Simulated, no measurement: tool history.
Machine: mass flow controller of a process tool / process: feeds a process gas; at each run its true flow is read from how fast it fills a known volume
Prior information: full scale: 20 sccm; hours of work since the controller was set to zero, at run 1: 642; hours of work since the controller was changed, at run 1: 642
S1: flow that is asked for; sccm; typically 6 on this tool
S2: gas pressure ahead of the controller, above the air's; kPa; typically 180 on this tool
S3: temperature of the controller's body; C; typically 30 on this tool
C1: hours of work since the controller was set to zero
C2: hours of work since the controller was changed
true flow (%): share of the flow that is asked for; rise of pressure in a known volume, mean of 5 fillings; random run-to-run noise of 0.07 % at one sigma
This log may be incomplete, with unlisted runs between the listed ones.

run 1 day=0.000 | S1=6 S2=180 S3=30 | C1=642 C2=642 | true_flow_(%)=99.05
run 2 day=6.642 | S1=6 S2=180 S3=30 | C1=746 C2=746 | true_flow_(%)=99.02
run 3 day=14.179 | S1=6 S2=180 S3=30 | C1=864 C2=864 | true_flow_(%)=98.98
run 4 day=23.133 | S1=6 S2=180 S3=30 | C1=1005 C2=1005 | true_flow_(%)=99.38
run 5 day=29.825 | S1=6 S2=180 S3=30 | C1=1110 C2=1110 | true_flow_(%)=99.38
run 6 day=35.992 | S1=6 S2=180 S3=30 | C1=1206 C2=1206 | true_flow_(%)=99.32
-- day=36.988 controller's zero set anew
run 7 day=42.183 | S1=6 S2=180 S3=30 | C1=81 C2=1303 | true_flow_(%)=99.44
run 8 day=49.367 | S1=6 S2=180 S3=30 | C1=194 C2=1416 | true_flow_(%)=99.57
-- day=55.050 controller's zero set anew, once more
run 9 day=55.417 | S1=6 S2=191 S3=30 | C1=6 C2=1510 | true_flow_(%)=99.23
run 10 day=64.904 | S1=6 S2=191 S3=30 | C1=154 C2=1659 | true_flow_(%)=99.40
run 11 day=76.296 | S1=6 S2=180 S3=30 | C1=333 C2=1837 | true_flow_(%)=99.43
run 12 day=88.633 | S1=6 S2=200 S3=22 | C1=526 C2=2031 | true_flow_(%)=99.05
run 13 day=100.171 | S1=16 S2=180 S3=30 | C1=707 C2=2212 | true_flow_(%)=100.70
run 14 day=108.821 | S1=6 S2=180 S3=21 | C1=843 C2=2347 | true_flow_(%)=99.30
run 15 day=114.821 | S1=5 S2=165 S3=31 | C1=937 C2=2441 | true_flow_(%)=99.84
run 16 day=126.100 | S1=6 S2=233 S3=23 | C1=1114 C2=2618 | true_flow_(%)=99.40
run 17 day=132.412 | S1=6 S2=233 S3=23 | C1=1213 C2=2717 | true_flow_(%)=99.52
run 18 day=141.592 | S1=12 S2=180 S3=27 | C1=1357 C2=2861 | true_flow_(%)=100.48
run 19 day=150.846 | S1=2 S2=180 S3=32 | C1=1502 C2=3006 | true_flow_(%)=100.75
run 20 day=155.912 | S1=14 S2=161 S3=22 | C1=1581 C2=3085 | true_flow_(%)=100.42
run 21 day=162.725 | S1=7 S2=161 S3=26 | C1=1688 C2=3192 | true_flow_(%)=100.19

Entry by entry between the runs, the difference in hidden state between the last listed run before and the first listed run after:
Run 6 -> run 7: controller's zero set anew (day 36.988)
  flow at rest that the sensor doesn't see, % of full scale: 0.099 -> 0.13; true flow over the shown one, %: 0.4 -> 0.44
  measured result minus the result with no hidden state, true flow (%): +0.72 -> +0.87
Run 8 -> run 9: controller's zero set anew, once more (day 55.050)
  flow at rest that the sensor doesn't see, % of full scale: 0.137 -> 0.033; true flow over the shown one, %: 0.48 -> 0.52
  measured result minus the result with no hidden state, true flow (%): +0.93 -> +0.63

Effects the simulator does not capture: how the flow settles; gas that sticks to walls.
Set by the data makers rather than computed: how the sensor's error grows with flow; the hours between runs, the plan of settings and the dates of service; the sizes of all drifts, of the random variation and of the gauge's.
